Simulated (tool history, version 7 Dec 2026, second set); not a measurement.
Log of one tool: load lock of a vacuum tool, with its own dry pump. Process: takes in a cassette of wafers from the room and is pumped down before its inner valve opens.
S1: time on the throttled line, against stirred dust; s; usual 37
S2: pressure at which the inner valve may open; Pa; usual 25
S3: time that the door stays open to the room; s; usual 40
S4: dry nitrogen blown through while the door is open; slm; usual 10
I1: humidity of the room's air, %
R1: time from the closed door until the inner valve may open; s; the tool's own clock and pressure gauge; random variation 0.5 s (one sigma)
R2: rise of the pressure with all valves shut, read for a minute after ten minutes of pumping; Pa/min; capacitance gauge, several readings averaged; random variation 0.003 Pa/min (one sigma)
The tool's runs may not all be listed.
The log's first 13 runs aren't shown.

{"run": 14, "hour": 1710.6, "S1": 37, "S2": 25, "S3": 40, "S4": 10, "I1": 44.5, "R1": 68.2, "R2": 0.433}
{"run": 15, "hour": 1884.3, "S1": 37, "S2": 25, "S3": 40, "S4": 27, "I1": 47.3, "R1": 68.9, "R2": 0.436}
{"run": 16, "hour": 2075.2, "S1": 37, "S2": 19, "S3": 40, "S4": 27, "I1": 45.0, "R1": 69.5, "R2": 0.439}
{"run": 17, "hour": 2254.9, "S1": 37, "S2": 19, "S3": 40, "S4": 27, "I1": 47.6, "R1": 70.2, "R2": 0.451}
{"run": 18, "hour": 2382.4, "S1": 37, "S2": 19, "S3": 40, "S4": 27, "I1": 41.6, "R1": 69.8, "R2": 0.454}
{"run": 19, "hour": 2529.3, "S1": 37, "S2": 19, "S3": 40, "S4": 27, "I1": 46.2, "R1": 69.6, "R2": 0.456}
{"run": 20, "hour": 2639.7, "S1": 37, "S2": 38, "S3": 25, "S4": 12, "I1": 44.5, "R1": 66.7, "R2": 0.461}
{"run": 21, "hour": 2812.4, "S1": 37, "S2": 38, "S3": 25, "S4": 11, "I1": 46.7, "R1": 66.1, "R2": 0.483}
{"run": 22, "hour": 2993.1, "S1": 40, "S2": 25, "S3": 40, "S4": 10, "I1": 44.7, "R1": 70.7, "R2": 0.502}
{"run": 23, "hour": 3145.2, "S1": 40, "S2": 22, "S3": 103, "S4": 10, "I1": 45.3, "R1": 71.8, "R2": 0.529}
{"run": 24, "hour": 3352.0, "S1": 42, "S2": 42, "S3": 145, "S4": 10, "I1": 42.7, "R1": 69.5, "R2": 0.551}
{"run": 25, "hour": 3474.5, "S1": 42, "S2": 42, "S3": 145, "S4": 10, "I1": 42.8, "R1": 70.5, "R2": 0.571}
{"run": 26, "hour": 3571.5, "S1": 39, "S2": 42, "S3": 41, "S4": 38, "I1": 46.8, "R1": 67.8, "R2": 0.496}
{"run": 27, "hour": 3736.0, "S1": 39, "S2": 42, "S3": 41, "S4": 38, "I1": 42.1, "R1": 68.1, "R2": 0.515}
{"run": 28, "hour": 3820.8, "S1": 48, "S2": 23, "S3": 40, "S4": 10, "I1": 44.9, "R1": 78.0, "R2": 0.519}
{"run": 29, "hour": 3938.8, "S1": 48, "S2": 33, "S3": 40, "S4": 5, "I1": 42.9, "R1": 75.8, "R2": 0.541}
{"run": 30, "hour": 4087.6, "S1": 48, "S2": 33, "S3": 92, "S4": 26, "I1": 43.9, "R1": 75.3, "R2": 0.549}

3 ways to go on from here, each from the tool as it stands after run 30. What would each give?
{"run": "A", "hour": 4229.6, "S1": 48, "S2": 29, "S3": 99, "S4": 4, "I1": 43.7, "R1": "?", "R2": "?"}
{"run": "B", "hour": 4229.6, "S1": 29, "S2": 33, "S3": 70, "S4": 26, "I1": 45.1, "R1": "?", "R2": "?"}
{"run": "C", "hour": 4229.6, "S1": 48, "S2": 33, "S3": 33, "S4": 26, "I1": 46.1, "R1": "?", "R2": "?"}

run=A R1=76.5 R2=0.593
run=B R1=61.9 R2=0.564
run=C R1=75.3 R2=0.535
Without the tool's hidden state the same runs would have given:
run=A R1=74.8 R2=0.090
run=B R1=59.9 R2=0.051
run=C R1=73.6 R2=0.031

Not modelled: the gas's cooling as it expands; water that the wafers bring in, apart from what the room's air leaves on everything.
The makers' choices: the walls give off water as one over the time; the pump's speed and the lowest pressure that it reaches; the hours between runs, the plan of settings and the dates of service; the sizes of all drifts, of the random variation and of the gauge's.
